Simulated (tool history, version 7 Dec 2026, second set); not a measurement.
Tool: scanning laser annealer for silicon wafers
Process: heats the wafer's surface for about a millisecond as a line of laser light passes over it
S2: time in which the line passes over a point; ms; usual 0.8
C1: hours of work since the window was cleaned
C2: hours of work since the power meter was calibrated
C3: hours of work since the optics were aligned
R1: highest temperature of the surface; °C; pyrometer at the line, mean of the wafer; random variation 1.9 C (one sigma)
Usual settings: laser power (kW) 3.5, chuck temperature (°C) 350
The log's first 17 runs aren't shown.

run 18 hour=174.9 | laser_power_(kW)=3.5 S2=0.8 chuck_temperature_(°C)=386 | C1=388 C2=375 C3=950 | R1=1163
-- hour=178.1 window over the wafer cleaned
run 19 hour=191.2 | laser_power_(kW)=3.5 S2=0.8 chuck_temperature_(°C)=350 | C1=10 C2=386 C3=961 | R1=1117
run 20 hour=202.1 | laser_power_(kW)=3.5 S2=0.8 chuck_temperature_(°C)=350 | C1=18 C2=394 C3=969 | R1=1116
run 21 hour=213.9 | laser_power_(kW)=3.5 S2=0.8 chuck_temperature_(°C)=350 | C1=27 C2=403 C3=978 | R1=1115
run 22 hour=221.6 | laser_power_(kW)=3.035 S2=0.759 chuck_temperature_(°C)=318 | C1=33 C2=409 C3=984 | R1=940
-- hour=225.9 window over the wafer cleaned, once more
run 23 hour=232.2 | laser_power_(kW)=3.431 S2=0.862 chuck_temperature_(°C)=319 | C1=5 C2=415 C3=990 | R1=1121
run 24 hour=239.3 | laser_power_(kW)=3.5 S2=0.8 chuck_temperature_(°C)=371 | C1=10 C2=420 C3=996 | R1=1168
run 25 hour=249.6 | laser_power_(kW)=3.5 S2=0.8 chuck_temperature_(°C)=371 | C1=18 C2=428 C3=1003 | R1=1167
run 26 hour=257.7 | laser_power_(kW)=3.5 S2=0.8 chuck_temperature_(°C)=371 | C1=24 C2=434 C3=1010 | R1=1169
run 27 hour=267.6 | laser_power_(kW)=3.5 S2=0.682 chuck_temperature_(°C)=374 | C1=32 C2=442 C3=1017 | R1=1117
run 28 hour=275.2 | laser_power_(kW)=3.471 S2=0.8 chuck_temperature_(°C)=374 | C1=37 C2=448 C3=1023 | R1=1159
run 29 hour=284.8 | laser_power_(kW)=3.572 S2=0.811 chuck_temperature_(°C)=361 | C1=45 C2=455 C3=1030 | R1=1183
run 30 hour=290.9 | laser_power_(kW)=3.572 S2=0.811 chuck_temperature_(°C)=361 | C1=49 C2=459 C3=1035 | R1=1183
run 31 hour=302 | laser_power_(kW)=3.572 S2=0.811 chuck_temperature_(°C)=361 | C1=58 C2=468 C3=1043 | R1=1180
run 32 hour=315.5 | laser_power_(kW)=3.772 S2=0.927 chuck_temperature_(°C)=361 | C1=68 C2=478 C3=1053 | R1=1294
run 33 hour=325.6 | laser_power_(kW)=3.5 S2=0.636 chuck_temperature_(°C)=323 | C1=75 C2=486 C3=1061 | R1=1041
run 34 hour=336.4 | laser_power_(kW)=3.706 S2=0.847 chuck_temperature_(°C)=377 | C1=84 C2=494 C3=1069 | R1=1251
run 35 hour=347.3 | laser_power_(kW)=3.14 S2=0.678 chuck_temperature_(°C)=376 | C1=92 C2=502 C3=1077 | R1=1018
run 36 hour=359.3 | laser_power_(kW)=3.25 S2=0.942 chuck_temperature_(°C)=388 | C1=101 C2=511 C3=1086 | R1=1161
run 37 hour=366.3 | laser_power_(kW)=3.505 S2=0.806 chuck_temperature_(°C)=361 | C1=106 C2=517 C3=1092 | R1=1151
run 38 hour=379.1 | laser_power_(kW)=3.505 S2=0.806 chuck_temperature_(°C)=361 | C1=116 C2=526 C3=1101 | R1=1154
run 39 hour=390.9 | laser_power_(kW)=3.033 S2=0.602 chuck_temperature_(°C)=381 | C1=125 C2=535 C3=1110 | R1=959
run 40 hour=400.1 | laser_power_(kW)=3.667 S2=0.749 chuck_temperature_(°C)=378 | C1=132 C2=542 C3=1117 | R1=1192

4 ways to go on from here, each from the tool as it stands after run 40. What would each give?
run A hour=414.9 | laser_power_(kW)=3.089 S2=0.972 chuck_temperature_(°C)=356 | C1=143 C2=553 C3=1128 | R1=?
run B hour=414.9 | laser_power_(kW)=3.766 S2=0.674 chuck_temperature_(°C)=359 | C1=143 C2=553 C3=1128 | R1=?
run C hour=414.9 | laser_power_(kW)=3.459 S2=0.8 chuck_temperature_(°C)=350 | C1=143 C2=553 C3=1128 | R1=?
run D hour=414.9 | laser_power_(kW)=3.667 S2=0.669 chuck_temperature_(°C)=331 | C1=143 C2=553 C3=1128 | R1=?

run=A R1=1082
run=B R1=1161
run=C R1=1127
run=D R1=1105
Without the tool's hidden state the same runs would have given:
run=A R1=1106
run=B R1=1188
run=C R1=1153
run=D R1=1131
